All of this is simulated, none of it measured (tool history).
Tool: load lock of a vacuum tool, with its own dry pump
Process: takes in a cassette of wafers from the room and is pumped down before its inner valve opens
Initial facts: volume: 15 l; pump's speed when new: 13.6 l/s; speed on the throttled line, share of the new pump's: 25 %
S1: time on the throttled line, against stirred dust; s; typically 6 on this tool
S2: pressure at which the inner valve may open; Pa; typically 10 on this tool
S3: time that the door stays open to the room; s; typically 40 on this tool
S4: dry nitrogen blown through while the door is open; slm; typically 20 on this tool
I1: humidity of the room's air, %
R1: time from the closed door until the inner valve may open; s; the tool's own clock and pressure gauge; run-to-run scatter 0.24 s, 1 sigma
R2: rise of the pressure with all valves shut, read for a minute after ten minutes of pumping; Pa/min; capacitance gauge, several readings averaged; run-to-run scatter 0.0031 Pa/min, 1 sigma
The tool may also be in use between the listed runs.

run,hour,S1,S2,S3,S4,I1,R1,R2
1,0.0,6,10,40,20,45.8,14.6,0.069
2,183.0,6,10,40,20,46.4,14.9,0.072
3,438.0,6,10,52,20,48.2,14.6,0.082
4,745.4,6,10,52,20,44.5,14.6,0.084
5,1130.5,6,10,52,20,43.8,14.7,0.076
6,1481.0,6,10,40,20,46.3,14.2,0.074
7,1725.4,6,10,209,10,43.1,14.8,0.157
8,2072.1,6,9,52,17,43.4,15.1,0.076
9,2292.4,6,9,52,17,44.9,14.5,0.082
10,2583.3,6,9,52,17,41.0,15.2,0.074

What will run 11 give?
11,2776.9,7,13,52,17,45.8,?,?

{"run 11": {"R1": 15.4, "R2": 0.081}}
With the hidden condition absent and the run-to-run variation left alone, this run would have shown R1 15.4 s, R2 0.081 Pa/min.
